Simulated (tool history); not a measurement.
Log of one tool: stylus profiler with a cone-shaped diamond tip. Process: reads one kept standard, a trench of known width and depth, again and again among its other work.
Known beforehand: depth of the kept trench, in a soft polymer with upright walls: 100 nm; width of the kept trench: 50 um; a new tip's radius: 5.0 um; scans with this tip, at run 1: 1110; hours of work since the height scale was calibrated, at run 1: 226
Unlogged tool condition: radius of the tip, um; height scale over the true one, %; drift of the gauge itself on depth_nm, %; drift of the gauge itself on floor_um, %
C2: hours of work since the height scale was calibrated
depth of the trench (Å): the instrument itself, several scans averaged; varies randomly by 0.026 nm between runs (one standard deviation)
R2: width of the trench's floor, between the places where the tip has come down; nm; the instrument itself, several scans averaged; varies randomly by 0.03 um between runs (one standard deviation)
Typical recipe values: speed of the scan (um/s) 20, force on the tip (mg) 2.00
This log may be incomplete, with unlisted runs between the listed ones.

Run 1, hour 0.0: usual settings; scans with this tip 1110; C2 226. Result: depth of the trench (Å) 1005.6, R2 47900 nm.
Run 2, hour 19.9: usual settings; scans with this tip 1183; C2 241. Result: depth of the trench (Å) 1005.9, R2 47830 nm.
Run 3, hour 52.5: usual settings; scans with this tip 1305; C2 266. Result: depth of the trench (Å) 1005.6, R2 47840 nm.
Run 4, hour 75.0: usual settings; scans with this tip 1388; C2 283. Result: depth of the trench (Å) 1005.6, R2 47830 nm.
Run 5, hour 110.5: usual settings; scans with this tip 1520; C2 310. Result: depth of the trench (Å) 1005.0, R2 47870 nm.
Run 6, hour 130.5: usual settings but force on the tip (mg) 0.73; scans with this tip 1594; C2 325. Result: depth of the trench (Å) 1002.5, R2 47760 nm.
Run 7, hour 165.8: usual settings but speed of the scan (um/s) 8; scans with this tip 1725; C2 352. Result: depth of the trench (Å) 1005.2, R2 47950 nm.
Run 8, hour 190.4: usual settings but speed of the scan (um/s) 8; scans with this tip 1817; C2 370. Result: depth of the trench (Å) 1005.5, R2 47910 nm.
Run 9, hour 221.7: usual settings but speed of the scan (um/s) 8; scans with this tip 1933; C2 394. Result: depth of the trench (Å) 1005.0, R2 47850 nm.
Run 10, hour 249.1: usual settings but force on the tip (mg) 3.74; scans with this tip 2035; C2 415. Result: depth of the trench (Å) 1008.0, R2 47860 nm.
Run 11, hour 286.4: usual settings but force on the tip (mg) 3.74; scans with this tip 2173; C2 443. Result: depth of the trench (Å) 1007.8, R2 47870 nm.
Run 12, hour 314.5: usual settings but force on the tip (mg) 3.74; scans with this tip 2278; C2 464. Result: depth of the trench (Å) 1008.0, R2 47860 nm.
Run 13, hour 346.3: usual settings but speed of the scan (um/s) 73; scans with this tip 2396; C2 488. Result: depth of the trench (Å) 1004.8, R2 47510 nm.
Run 14, hour 373.4: usual settings but speed of the scan (um/s) 73; scans with this tip 2496; C2 509. Result: depth of the trench (Å) 1004.5, R2 47440 nm.
Run 15, hour 397.1: usual settings but force on the tip (mg) 4.16; scans with this tip 2584; C2 527. Result: depth of the trench (Å) 1008.5, R2 47880 nm.
Run 16, hour 426.4: usual settings but force on the tip (mg) 4.16; scans with this tip 2693; C2 549. Result: depth of the trench (Å) 1008.4, R2 47840 nm.
Run 17, hour 450.1: usual settings but force on the tip (mg) 4.16; scans with this tip 2781; C2 567. Result: depth of the trench (Å) 1008.4, R2 47850 nm.
Run 18, hour 479.9: usual settings; scans with this tip 2892; C2 590. Result: depth of the trench (Å) 1004.4, R2 47780 nm.
Run 19, hour 508.2: usual settings; scans with this tip 2997; C2 611. Result: depth of the trench (Å) 1004.3, R2 47750 nm.
Run 20, hour 541.8: usual settings; scans with this tip 3122; C2 636. Result: depth of the trench (Å) 1004.3, R2 47740 nm.
Run 21, hour 557.4: usual settings; scans with this tip 3179; C2 648. Result: depth of the trench (Å) 1004.3, R2 47710 nm.
Run 22, hour 594.4: usual settings; scans with this tip 3317; C2 676. Result: depth of the trench (Å) 1004.5, R2 47820 nm.
Run 23, hour 609.9: usual settings; scans with this tip 3375; C2 688. Result: depth of the trench (Å) 1004.4, R2 47780 nm.
Run 24, hour 629.2: usual settings but speed of the scan (um/s) 8, force on the tip (mg) 1.83; scans with this tip 3446; C2 703. Result: depth of the trench (Å) 1003.6, R2 47810 nm.
Run 25, hour 666.5: usual settings but speed of the scan (um/s) 31, force on the tip (mg) 0.99; scans with this tip 3585; C2 731. Result: depth of the trench (Å) 1002.4, R2 47660 nm.
Run 26, hour 699.3: usual settings but speed of the scan (um/s) 6, force on the tip (mg) 0.99; scans with this tip 3706; C2 756. Result: depth of the trench (Å) 1002.3, R2 47840 nm.
Run 27, hour 721.0: usual settings but speed of the scan (um/s) 9; scans with this tip 3787; C2 772. Result: depth of the trench (Å) 1004.5, R2 47790 nm.
Run 28, hour 739.1: usual settings but speed of the scan (um/s) 9; scans with this tip 3854; C2 786. Result: depth of the trench (Å) 1004.4, R2 47860 nm.
At hour 743.0: height scale calibrated on a step standard.
Run 29, hour 767.9: usual settings but speed of the scan (um/s) 9; scans with this tip 3960; C2 19. Result: depth of the trench (Å) 1003.4, R2 47860 nm.
Run 30, hour 783.5: usual settings but speed of the scan (um/s) 28, force on the tip (mg) 0.68; scans with this tip 4017; C2 31. Result: depth of the trench (Å) 1000.6, R2 47610 nm.
Run 31, hour 813.0: usual settings but speed of the scan (um/s) 30, force on the tip (mg) 1.15; scans with this tip 4127; C2 53. Result: depth of the trench (Å) 1001.7, R2 47640 nm.
Run 32, hour 831.3: usual settings but speed of the scan (um/s) 34, force on the tip (mg) 3.25; scans with this tip 4195; C2 67. Result: depth of the trench (Å) 1005.4, R2 47620 nm.
Run 33, hour 862.5: usual settings but speed of the scan (um/s) 47, force on the tip (mg) 2.96; scans with this tip 4311; C2 90. Result: depth of the trench (Å) 1004.9, R2 47650 nm.
Run 34, hour 891.8: usual settings but speed of the scan (um/s) 11, force on the tip (mg) 1.11; scans with this tip 4420; C2 113. Result: depth of the trench (Å) 1000.7, R2 47710 nm.
At hour 905.8: height scale calibrated on a step standard, once more.
Run 35, hour 909.6: usual settings but speed of the scan (um/s) 17; scans with this tip 4484; C2 3. Result: depth of the trench (Å) 1005.6, R2 47710 nm.
Run 36, hour 937.4: usual settings but speed of the scan (um/s) 75, force on the tip (mg) 3.41; scans with this tip 4587; C2 24. Result: depth of the trench (Å) 1008.1, R2 47480 nm.
Run 37, hour 954.7: usual settings but force on the tip (mg) 2.34; scans with this tip 4651; C2 37. Result: depth of the trench (Å) 1006.2, R2 47710 nm.
Run 38, hour 978.2: usual settings but force on the tip (mg) 2.34; scans with this tip 4738; C2 55. Result: depth of the trench (Å) 1006.2, R2 47750 nm.
Run 39, hour 997.2: usual settings but force on the tip (mg) 2.34; scans with this tip 4809; C2 69. Result: depth of the trench (Å) 1005.8, R2 47730 nm.
Run 40, hour 1013.9: usual settings but force on the tip (mg) 2.34; scans with this tip 4871; C2 82. Result: depth of the trench (Å) 1006.3, R2 47750 nm.
Run 41, hour 1034.9: usual settings but force on the tip (mg) 5.05; scans with this tip 4949; C2 98. Result: depth of the trench (Å) 1010.3, R2 47740 nm.
Run 42, hour 1062.0: usual settings but force on the tip (mg) 5.05; scans with this tip 5049; C2 118. Result: depth of the trench (Å) 1010.1, R2 47740 nm.
Run 43, hour 1097.0: usual settings but speed of the scan (um/s) 54, force on the tip (mg) 1.13; scans with this tip 5180; C2 145. Result: depth of the trench (Å) 1003.4, R2 47380 nm.
Run 44, hour 1119.9: usual settings but speed of the scan (um/s) 14, force on the tip (mg) 1.25; scans with this tip 5265; C2 162. Result: depth of the trench (Å) 1003.9, R2 47670 nm.
Run 45, hour 1138.8: usual settings but speed of the scan (um/s) 41, force on the tip (mg) 3.46; scans with this tip 5335; C2 176. Result: depth of the trench (Å) 1007.9, R2 47610 nm.
Run 46, hour 1171.6: usual settings but speed of the scan (um/s) 41, force on the tip (mg) 3.46; scans with this tip 5457; C2 201. Result: depth of the trench (Å) 1007.6, R2 47610 nm.

Hidden condition of the tool, last listed run before each entry between runs versus first listed run after:
Logged between run 28 and run 29: height scale calibrated on a step standard (hour 743.0)
  radius of the tip, um: 5.73 -> 5.75; height scale over the true one, %: -0.157 -> -0.229
  measured value less the no-hidden-state value, depth of the trench (Å): -1.6 -> -2.3; R2: -150 -> -140 nm
Logged between run 34 and run 35: height scale calibrated on a step standard, once more (hour 905.8)
  radius of the tip, um: 5.85 -> 5.87; height scale over the true one, %: -0.248 -> -0.01
  measured value less the no-hidden-state value, depth of the trench (Å): -2.5 -> -0.1; R2: -160 -> -160 nm
